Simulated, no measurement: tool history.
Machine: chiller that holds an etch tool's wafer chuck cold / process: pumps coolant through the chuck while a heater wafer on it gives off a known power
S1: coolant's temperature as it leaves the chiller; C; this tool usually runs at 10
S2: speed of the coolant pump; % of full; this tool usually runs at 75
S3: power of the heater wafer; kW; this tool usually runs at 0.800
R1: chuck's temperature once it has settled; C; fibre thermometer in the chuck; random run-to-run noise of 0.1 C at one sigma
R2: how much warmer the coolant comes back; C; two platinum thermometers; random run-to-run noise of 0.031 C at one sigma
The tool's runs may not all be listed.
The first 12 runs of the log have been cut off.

run 13 hour=453.4 | S1=10 S2=75 S3=0.800 | R1=21.8 R2=2.51
run 14 hour=490.5 | S1=10 S2=75 S3=0.800 | R1=21.8 R2=2.41
run 15 hour=522.8 | S1=10 S2=69 S3=0.800 | R1=22.8 R2=2.69
run 16 hour=555.0 | S1=10 S2=69 S3=0.800 | R1=22.6 R2=2.62
run 17 hour=599.0 | S1=10 S2=69 S3=0.854 | R1=23.4 R2=2.90
run 18 hour=627.9 | S1=2 S2=90 S3=0.995 | R1=15.0 R2=2.48
run 19 hour=655.5 | S1=2 S2=77 S3=0.645 | R1=11.5 R2=1.94
run 20 hour=700.8 | S1=13 S2=95 S3=0.777 | R1=23.0 R2=1.86
run 21 hour=742.2 | S1=20 S2=75 S3=0.545 | R1=28.4 R2=1.69
run 22 hour=783.9 | S1=18 S2=88 S3=0.800 | R1=28.7 R2=2.08
run 23 hour=820.1 | S1=18 S2=88 S3=0.800 | R1=28.8 R2=2.05
run 24 hour=843.9 | S1=1 S2=75 S3=1.084 | R1=17.3 R2=3.30
run 25 hour=886.7 | S1=1 S2=75 S3=1.084 | R1=17.3 R2=3.33
run 26 hour=907.4 | S1=2 S2=96 S3=1.016 | R1=14.9 R2=2.34
run 27 hour=947.2 | S1=2 S2=60 S3=0.773 | R1=15.7 R2=3.02
-- hour=979.8 coolant changed, channels flushed
run 28 hour=999.9 | S1=11 S2=60 S3=0.773 | R1=22.6 R2=3.08
run 29 hour=1042.6 | S1=11 S2=60 S3=0.773 | R1=22.6 R2=2.98
run 30 hour=1086.5 | S1=11 S2=60 S3=0.773 | R1=22.7 R2=3.08
run 31 hour=1113.9 | S1=10 S2=75 S3=0.434 | R1=15.5 R2=1.35
run 32 hour=1152.6 | S1=10 S2=75 S3=0.434 | R1=15.6 R2=1.36

Each row is a separate what-if for the run after 32, all from the same tool condition, not one after another. Results?
run A hour=1202.4 | S1=2 S2=64 S3=0.715 | R1=? R2=?
run B hour=1202.4 | S1=11 S2=75 S3=0.586 | R1=? R2=?
run C hour=1202.4 | S1=15 S2=75 S3=0.800 | R1=? R2=?
run D hour=1202.4 | S1=16 S2=94 S3=0.998 | R1=? R2=?

run=A R1=12.2 R2=2.62
run=B R1=18.6 R2=1.77
run=C R1=25.2 R2=2.48
run=D R1=26.7 R2=2.39
With the hidden condition removed and each run's random variation left untouched, the same runs would have given:
run=A R1=12.0 R2=2.58
run=B R1=18.4 R2=1.74
run=C R1=24.9 R2=2.44
run=D R1=26.4 R2=2.36
